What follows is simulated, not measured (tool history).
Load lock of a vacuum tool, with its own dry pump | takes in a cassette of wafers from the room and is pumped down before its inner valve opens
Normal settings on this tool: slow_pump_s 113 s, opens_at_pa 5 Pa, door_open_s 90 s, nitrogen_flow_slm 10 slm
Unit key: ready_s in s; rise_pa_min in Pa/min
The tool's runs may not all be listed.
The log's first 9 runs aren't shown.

run,hour,slow_pump_s,opens_at_pa,door_open_s,nitrogen_flow_slm,"incoming humidity of the room's air, %",ready_s,rise_pa_min
10,685.3,113,5,90,10,42.8,207.4,0.083
11,778.9,113,5,90,7,47.3,206.1,0.096
12,849.8,113,5,90,10,46.2,207.2,0.085
13,931.8,85,5,90,10,44.8,183.6,0.091
14,1004.1,113,5,173,10,43.3,206.7,0.126
15,1062.8,113,5,90,10,45.7,207,0.091
16,1112.9,113,5,43,10,46.7,207.7,0.059
17,1191.6,113,5,43,10,42.9,207.7,0.059
18,1275.3,113,5,43,10,46.5,206,0.066
19,1336.7,113,5,43,10,45.9,206.1,0.058
20,1397,181,5,39,6,43.9,261.8,0.061
21,1458.6,181,5,39,6,48.2,261.3,0.063
22,1510.4,56,10,118,38,41.9,154.2,0.075
23,1576.2,126,5,106,4,45.8,217.6,0.12
24,1667.4,126,8,129,4,42.5,211.8,0.126
25,1745.5,113,8,90,23,45.3,204.6,0.073
26,1810.7,113,8,90,23,46.9,204.4,0.084
27,1889.3,148,7,27,10,44.7,232.1,0.057
28,1952,148,7,27,10,46.3,230.5,0.059
29,2033.9,148,7,27,12,46.3,234.5,0.057
30,2094.8,72,7,25,6,46.6,173.2,0.06
31,2157.1,72,7,25,6,45.6,173.6,0.061
32,2216.2,165,7,25,6,48.6,246.7,0.066

What if the next run were any one of these 3? Each begins from the tool's condition after run 32:
A,2300.6,127,4,25,6,43.1,?,?
B,2300.6,165,4,25,6,47.9,?,?
C,2300.6,165,5,25,6,44.7,?,?

run,ready_s,rise_pa_min
A,223.2,0.059
B,254.5,0.064
C,252,0.061
Without the tool's hidden state the same runs would have given:
run,ready_s,rise_pa_min
A,199.4,0.026
B,232.3,0.033
C,230.7,0.029

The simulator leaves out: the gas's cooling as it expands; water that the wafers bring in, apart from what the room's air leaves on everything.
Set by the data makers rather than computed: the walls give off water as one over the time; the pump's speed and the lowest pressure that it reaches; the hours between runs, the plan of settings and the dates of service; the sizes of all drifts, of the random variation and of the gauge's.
